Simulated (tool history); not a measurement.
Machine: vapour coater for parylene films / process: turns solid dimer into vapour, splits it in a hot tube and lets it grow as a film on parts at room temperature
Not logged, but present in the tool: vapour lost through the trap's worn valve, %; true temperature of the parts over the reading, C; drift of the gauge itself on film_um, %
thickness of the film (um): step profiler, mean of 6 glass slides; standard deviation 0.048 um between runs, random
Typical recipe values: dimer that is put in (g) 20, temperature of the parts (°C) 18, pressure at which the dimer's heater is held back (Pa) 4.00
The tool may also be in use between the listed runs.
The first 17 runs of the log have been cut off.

run    hour  dimer that is put in (g)  temperature of the parts (°C)  pressure at which the dimer's heater is held back (Pa)  hours of work since the trap's valve was overhauled  hours of work since the table's thermometer was calibrated  thickness of the film (um)
 18   816.7                        20                             18                                                   10.39                                                   37                                                        1040                        5.75
 19   872.4                        20                             18                                                   10.39                                                   69                                                        1073                        5.76
 20   943.8                        19                             17                                                    5.00                                                  111                                                        1114                        6.27
 21   993.5                        19                             17                                                    5.00                                                  140                                                        1143                        6.34
 22  1061.5                        19                             17                                                    5.00                                                  179                                                        1183                        6.33
 23  1103.5                        14                             20                                                    4.25                                                  203                                                        1207                        4.39
 24  1174.0                        25                             24                                                   10.00                                                  244                                                        1248                        6.25
     1208.1  -- trap's valve overhauled
 25  1244.2                        25                             24                                                   10.00                                                   21                                                        1287                        6.27
 26  1306.2                        25                             24                                                   10.00                                                   57                                                        1323                        6.14
 27  1337.0                        20                             11                                                    4.68                                                   75                                                        1341                        7.77
 28  1405.7                        20                             11                                                    4.68                                                  115                                                        1381                        7.84
 29  1462.1                        23                             18                                                    2.07                                                  148                                                        1413                        8.64
 30  1528.1                        30                             18                                                    4.00                                                  186                                                        1452                       10.03
 31  1559.4                        30                             29                                                    4.00                                                  204                                                        1470                        7.65
 32  1613.1                        30                             29                                                    2.89                                                  235                                                        1501                        7.97
     1661.9  -- trap's valve overhauled
 33  1673.2                        30                             29                                                    2.89                                                    7                                                        1534                        8.03
 34  1714.2                        31                             18                                                    3.20                                                   30                                                        1558                       10.86
 35  1770.5                        31                             18                                                    3.20                                                   63                                                        1590                       10.95
 36  1800.4                        11                             27                                                    3.20                                                   81                                                        1608                        3.06
 37  1842.6                        11                             27                                                    3.20                                                  105                                                        1632                        3.06
 38  1913.7                        11                             27                                                    3.20                                                  146                                                        1674                        3.03

Each row is a separate what-if for the run after 38, all from the same tool condition, not one after another. Results?
  A  1945.3                        13                             30                                                    2.12                                                  165                                                        1692                           ?
  B  1945.3                        19                             25                                                    3.20                                                  165                                                        1692                           ?
  C  1945.3                        33                             20                                                    5.03                                                  165                                                        1692                           ?
  D  1945.3                        20                             18                                                    3.24                                                  165                                                        1692                           ?
  E  1945.3                        19                             28                                                    7.36                                                  165                                                        1692                           ?

run  thickness of the film (um)
  A                        3.58
  B                        5.54
  C                       10.20
  D                        6.86
  E                        4.51
With the hidden condition removed and each run's random variation left untouched, the same runs would have given:
run  thickness of the film (um)
  A                        3.60
  B                        5.56
  C                       10.24
  D                        6.89
  E                        4.53
